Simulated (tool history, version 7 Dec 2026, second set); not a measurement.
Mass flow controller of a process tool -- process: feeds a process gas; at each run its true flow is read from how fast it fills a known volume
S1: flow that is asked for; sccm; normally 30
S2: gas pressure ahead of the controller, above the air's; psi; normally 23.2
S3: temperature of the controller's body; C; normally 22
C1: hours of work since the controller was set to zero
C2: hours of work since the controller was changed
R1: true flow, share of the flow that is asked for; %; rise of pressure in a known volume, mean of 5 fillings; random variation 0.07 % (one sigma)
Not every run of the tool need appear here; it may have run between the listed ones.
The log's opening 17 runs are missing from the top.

Run 18, day 131.200: usual settings but S1 28 sccm; C1 5139; C2 5139. Result: R1 103.08 %.
Run 19, day 139.867: usual settings but S1 48 sccm, S2 28.4 psi, S3 20 C; C1 5300; C2 5300. Result: R1 102.45 %.
Run 20, day 146.221: usual settings but S1 29 sccm; C1 5418; C2 5418. Result: R1 103.34 %.
Run 21, day 154.025: usual settings but S1 6 sccm, S2 26.8 psi, S3 24 C; C1 5563; C2 5563. Result: R1 112.15 %.
At day 157.129: controller's zero set anew.
Run 22, day 162.867: usual settings but S1 12 sccm, S2 34.2 psi, S3 36 C; C1 107; C2 5726. Result: R1 101.27 %.
Run 23, day 171.396: usual settings but S1 13 sccm, S2 34.2 psi, S3 36 C; C1 265; C2 5885. Result: R1 101.41 %.
Run 24, day 178.029: usual settings but S1 24 sccm, S2 35.5 psi; C1 388; C2 6008. Result: R1 100.62 %.
Run 25, day 189.225: usual settings but S1 16 sccm, S2 31.5 psi, S3 24 C; C1 596; C2 6216. Result: R1 101.02 %.
Run 26, day 194.329: usual settings but S1 9 sccm, S2 37.7 psi, S3 24 C; C1 691; C2 6311. Result: R1 101.22 %.
Run 27, day 200.262: usual settings but S1 9 sccm, S2 37.7 psi, S3 24 C; C1 801; C2 6421. Result: R1 101.37 %.
Run 28, day 209.296: usual settings but S1 9 sccm; C1 969; C2 6589. Result: R1 101.96 %.
Run 29, day 215.521: usual settings but S1 9 sccm; C1 1085; C2 6704. Result: R1 102.14 %.
Run 30, day 226.688: usual settings but S1 9 sccm; C1 1292; C2 6912. Result: R1 102.50 %.
Run 31, day 233.488: usual settings but S1 36 sccm, S2 21.8 psi, S3 37 C; C1 1418; C2 7038. Result: R1 103.13 %.
Run 32, day 244.646: usual settings but S1 15 sccm, S2 21.8 psi, S3 28 C; C1 1625; C2 7245. Result: R1 102.73 %.

Forecast each of these 3 alternatives for the next run:
Run A, day 254.946: usual settings but S1 8 sccm, S2 33.8 psi, S3 30 C; C1 1817; C2 7437. Result: R1 ?.
Run B, day 254.946: usual settings but S1 15 sccm, S2 21.8 psi, S3 32 C; C1 1817; C2 7437. Result: R1 ?.
Run C, day 254.946: usual settings but S1 15 sccm, S2 21.8 psi, S3 27 C; C1 1817; C2 7437. Result: R1 ?.

run      R1
  A  103.89
  B  103.31
  C  102.93
Without the tool's unlogged condition, the same runs would have read:
run     R1
  A  98.75
  B  99.65
  C  99.27
